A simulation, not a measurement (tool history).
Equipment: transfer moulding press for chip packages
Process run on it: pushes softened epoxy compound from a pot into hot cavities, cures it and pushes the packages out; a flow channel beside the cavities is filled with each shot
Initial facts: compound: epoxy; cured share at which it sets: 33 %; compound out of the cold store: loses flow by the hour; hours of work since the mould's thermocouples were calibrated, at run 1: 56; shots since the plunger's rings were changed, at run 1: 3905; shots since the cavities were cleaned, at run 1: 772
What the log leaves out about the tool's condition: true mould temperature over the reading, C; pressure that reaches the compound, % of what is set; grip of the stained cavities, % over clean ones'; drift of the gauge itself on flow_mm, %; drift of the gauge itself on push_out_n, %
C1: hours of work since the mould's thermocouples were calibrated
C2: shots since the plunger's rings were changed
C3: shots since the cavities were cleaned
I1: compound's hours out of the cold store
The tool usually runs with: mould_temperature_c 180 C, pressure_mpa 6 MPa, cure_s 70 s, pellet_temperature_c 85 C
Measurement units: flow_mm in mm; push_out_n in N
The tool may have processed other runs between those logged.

run 1 hour=0 | mould_temperature_c=180 pressure_mpa=6 cure_s=70 pellet_temperature_c=85 | C1=56 C2=3905 C3=772 | I1=8.7 | flow_mm=867 push_out_n=1069
run 2 hour=11.7 | mould_temperature_c=180 pressure_mpa=6 cure_s=90 pellet_temperature_c=85 | C1=62 C2=4075 C3=942 | I1=29 | flow_mm=784 push_out_n=715
-- hour=26.3 cavities cleaned with cleaning compound and waxed
run 3 hour=26.3 | mould_temperature_c=180 pressure_mpa=5.07 cure_s=70 pellet_temperature_c=85 | C1=69 C2=4265 C3=0 | I1=39.5 | flow_mm=680 push_out_n=626
run 4 hour=33.6 | mould_temperature_c=180 pressure_mpa=6 cure_s=70 pellet_temperature_c=85 | C1=73 C2=4370 C3=105 | I1=21.4 | flow_mm=802 push_out_n=731
run 5 hour=44.6 | mould_temperature_c=180 pressure_mpa=6 cure_s=70 pellet_temperature_c=80 | C1=79 C2=4530 C3=265 | I1=22.8 | flow_mm=801 push_out_n=863
run 6 hour=57.2 | mould_temperature_c=180 pressure_mpa=6 cure_s=70 pellet_temperature_c=80 | C1=85 C2=4712 C3=447 | I1=34.9 | flow_mm=755 push_out_n=930
run 7 hour=62.9 | mould_temperature_c=180 pressure_mpa=6 cure_s=70 pellet_temperature_c=80 | C1=88 C2=4795 C3=530 | I1=44.3 | flow_mm=721 push_out_n=949
run 8 hour=74.3 | mould_temperature_c=180 pressure_mpa=6 cure_s=70 pellet_temperature_c=80 | C1=94 C2=4960 C3=695 | I1=8.1 | flow_mm=855 push_out_n=1082
run 9 hour=86.3 | mould_temperature_c=180 pressure_mpa=6 cure_s=70 pellet_temperature_c=80 | C1=101 C2=5134 C3=869 | I1=22.8 | flow_mm=788 push_out_n=1082
run 10 hour=99.3 | mould_temperature_c=180 pressure_mpa=6 cure_s=70 pellet_temperature_c=87 | C1=108 C2=5323 C3=1058 | I1=38.9 | flow_mm=723 push_out_n=1021
-- hour=106.4 cavities cleaned with cleaning compound and waxed
run 11 hour=107.1 | mould_temperature_c=180 pressure_mpa=6 cure_s=54 pellet_temperature_c=85 | C1=111 C2=5414 C3=10 | I1=33.7 | flow_mm=748 push_out_n=1234
run 12 hour=113.9 | mould_temperature_c=180 pressure_mpa=6 cure_s=54 pellet_temperature_c=85 | C1=115 C2=5513 C3=109 | I1=46.9 | flow_mm=705 push_out_n=1349
run 13 hour=122.9 | mould_temperature_c=187 pressure_mpa=6 cure_s=99 pellet_temperature_c=85 | C1=119 C2=5642 C3=238 | I1=36.8 | flow_mm=711 push_out_n=498
run 14 hour=134.9 | mould_temperature_c=187 pressure_mpa=6 cure_s=99 pellet_temperature_c=85 | C1=126 C2=5817 C3=413 | I1=16 | flow_mm=781 push_out_n=542
run 15 hour=148.3 | mould_temperature_c=187 pressure_mpa=6 cure_s=99 pellet_temperature_c=85 | C1=133 C2=6011 C3=607 | I1=32.7 | flow_mm=718 push_out_n=587
-- hour=156.9 plunger's sealing rings changed
run 16 hour=161.8 | mould_temperature_c=183 pressure_mpa=5.94 cure_s=62 pellet_temperature_c=88 | C1=139 C2=70 C3=766 | I1=20.6 | flow_mm=855 push_out_n=1164
run 17 hour=170.8 | mould_temperature_c=187 pressure_mpa=5.92 cure_s=66 pellet_temperature_c=84 | C1=144 C2=200 C3=896 | I1=38.5 | flow_mm=764 push_out_n=778
run 18 hour=182.7 | mould_temperature_c=187 pressure_mpa=5.92 cure_s=66 pellet_temperature_c=93 | C1=150 C2=373 C3=1069 | I1=14.5 | flow_mm=859 push_out_n=825
-- hour=188.4 cavities cleaned with cleaning compound and waxed
run 19 hour=190 | mould_temperature_c=180 pressure_mpa=4.72 cure_s=56 pellet_temperature_c=79 | C1=153 C2=457 C3=23 | I1=33.5 | flow_mm=724 push_out_n=1224
run 20 hour=195.8 | mould_temperature_c=180 pressure_mpa=6.43 cure_s=83 pellet_temperature_c=75 | C1=156 C2=542 C3=108 | I1=16.6 | flow_mm=910 push_out_n=562
run 21 hour=206.4 | mould_temperature_c=188 pressure_mpa=4.84 cure_s=70 pellet_temperature_c=85 | C1=162 C2=696 C3=262 | I1=17.5 | flow_mm=762 push_out_n=549
run 22 hour=218.6 | mould_temperature_c=185 pressure_mpa=6.36 cure_s=64 pellet_temperature_c=82 | C1=168 C2=872 C3=438 | I1=20.6 | flow_mm=870 push_out_n=824
run 23 hour=228 | mould_temperature_c=185 pressure_mpa=5.59 cure_s=64 pellet_temperature_c=86 | C1=173 C2=1008 C3=574 | I1=21 | flow_mm=809 push_out_n=905
run 24 hour=240.8 | mould_temperature_c=185 pressure_mpa=6.09 cure_s=73 pellet_temperature_c=81 | C1=180 C2=1193 C3=759 | I1=13.4 | flow_mm=869 push_out_n=758

Measured minus without-hidden-state, run by run (identical run-to-run variation in each term; gauge scatter may differ):
run=1 flow_mm=-56 push_out_n=+409
run=2 flow_mm=-53 push_out_n=+288
run=3 flow_mm=-49 push_out_n=+21
run=4 flow_mm=-59 push_out_n=+103
run=5 flow_mm=-61 push_out_n=+207
run=6 flow_mm=-59 push_out_n=+291
run=7 flow_mm=-59 push_out_n=+320
run=8 flow_mm=-72 push_out_n=+409
run=9 flow_mm=-69 push_out_n=+437
run=10 flow_mm=-66 push_out_n=+438
run=11 flow_mm=-70 push_out_n=+54
run=12 flow_mm=-67 push_out_n=+187
run=13 flow_mm=-69 push_out_n=+100
run=14 flow_mm=-79 push_out_n=+153
run=15 flow_mm=-75 push_out_n=+198
run=16 flow_mm=+0 push_out_n=+455
run=17 flow_mm=-2 push_out_n=+311
run=18 flow_mm=-4 push_out_n=+349
run=19 flow_mm=-3 push_out_n=+97
run=20 flow_mm=-6 push_out_n=+81
run=21 flow_mm=-7 push_out_n=+125
run=22 flow_mm=-10 push_out_n=+259
run=23 flow_mm=-11 push_out_n=+320
run=24 flow_mm=-14 push_out_n=+292
